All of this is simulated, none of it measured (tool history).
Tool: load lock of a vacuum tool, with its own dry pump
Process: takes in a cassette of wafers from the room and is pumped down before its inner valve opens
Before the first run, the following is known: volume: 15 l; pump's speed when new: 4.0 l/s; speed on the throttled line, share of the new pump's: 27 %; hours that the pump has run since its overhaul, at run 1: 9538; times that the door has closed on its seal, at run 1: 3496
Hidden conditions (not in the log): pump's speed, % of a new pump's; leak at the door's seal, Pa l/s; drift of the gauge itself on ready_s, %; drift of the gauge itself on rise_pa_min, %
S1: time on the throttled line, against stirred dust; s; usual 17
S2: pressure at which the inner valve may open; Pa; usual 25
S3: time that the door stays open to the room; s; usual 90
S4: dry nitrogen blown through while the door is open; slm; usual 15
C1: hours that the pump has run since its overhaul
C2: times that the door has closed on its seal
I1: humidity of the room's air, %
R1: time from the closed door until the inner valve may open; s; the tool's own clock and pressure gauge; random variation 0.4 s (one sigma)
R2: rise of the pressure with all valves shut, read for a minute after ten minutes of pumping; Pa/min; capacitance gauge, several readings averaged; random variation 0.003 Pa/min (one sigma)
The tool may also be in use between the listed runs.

{"run": 1, "hour": 0.0, "S1": 17, "S2": 25, "S3": 90, "S4": 15, "C1": 9538, "C2": 3496, "I1": 43.0, "R1": 43.7, "R2": 0.027}
{"run": 2, "hour": 133.3, "S1": 17, "S2": 25, "S3": 90, "S4": 15, "C1": 9672, "C2": 3767, "I1": 43.2, "R1": 43.6, "R2": 0.025}
{"run": 3, "hour": 259.8, "S1": 17, "S2": 25, "S3": 90, "S4": 15, "C1": 9798, "C2": 4024, "I1": 41.4, "R1": 42.6, "R2": 0.028}
{"run": 4, "hour": 441.9, "S1": 17, "S2": 25, "S3": 90, "S4": 15, "C1": 9980, "C2": 4393, "I1": 43.5, "R1": 43.5, "R2": 0.034}
{"run": 5, "hour": 719.1, "S1": 17, "S2": 25, "S3": 90, "S4": 15, "C1": 10257, "C2": 4956, "I1": 44.1, "R1": 43.9, "R2": 0.032}
{"run": 6, "hour": 888.3, "S1": 14, "S2": 35, "S3": 29, "S4": 25, "C1": 10427, "C2": 5300, "I1": 44.8, "R1": 39.9, "R2": 0.015}
{"run": 7, "hour": 1076.6, "S1": 14, "S2": 35, "S3": 210, "S4": 25, "C1": 10615, "C2": 5682, "I1": 47.3, "R1": 40.8, "R2": 0.028}
{"run": 8, "hour": 1201.6, "S1": 14, "S2": 35, "S3": 210, "S4": 25, "C1": 10740, "C2": 5936, "I1": 38.2, "R1": 40.3, "R2": 0.034}
{"run": 9, "hour": 1411.8, "S1": 12, "S2": 35, "S3": 48, "S4": 25, "C1": 10950, "C2": 6362, "I1": 42.8, "R1": 38.8, "R2": 0.014}
{"run": 10, "hour": 1566.1, "S1": 12, "S2": 35, "S3": 48, "S4": 25, "C1": 11104, "C2": 6675, "I1": 45.0, "R1": 38.2, "R2": 0.015}

Consider 3 possible next runs. They are alternatives, not a sequence: every one starts from the tool as it was left by run 10. What does each give?
{"run": "A", "hour": 1835.0, "S1": 9, "S2": 48, "S3": 90, "S4": 15, "C1": 11373, "C2": 7221, "I1": 44.3, "R1": "?", "R2": "?"}
{"run": "B", "hour": 1835.0, "S1": 11, "S2": 25, "S3": 67, "S4": 15, "C1": 11373, "C2": 7221, "I1": 45.2, "R1": "?", "R2": "?"}
{"run": "C", "hour": 1835.0, "S1": 18, "S2": 23, "S3": 90, "S4": 15, "C1": 11373, "C2": 7221, "I1": 43.9, "R1": "?", "R2": "?"}

run=A R1=35.9 R2=0.027
run=B R1=39.4 R2=0.025
run=C R1=44.6 R2=0.028
Take away the tool's hidden state, keep each run's random variation, and the runs would have read:
run=A R1=35.9 R2=0.027
run=B R1=39.4 R2=0.025
run=C R1=44.6 R2=0.028

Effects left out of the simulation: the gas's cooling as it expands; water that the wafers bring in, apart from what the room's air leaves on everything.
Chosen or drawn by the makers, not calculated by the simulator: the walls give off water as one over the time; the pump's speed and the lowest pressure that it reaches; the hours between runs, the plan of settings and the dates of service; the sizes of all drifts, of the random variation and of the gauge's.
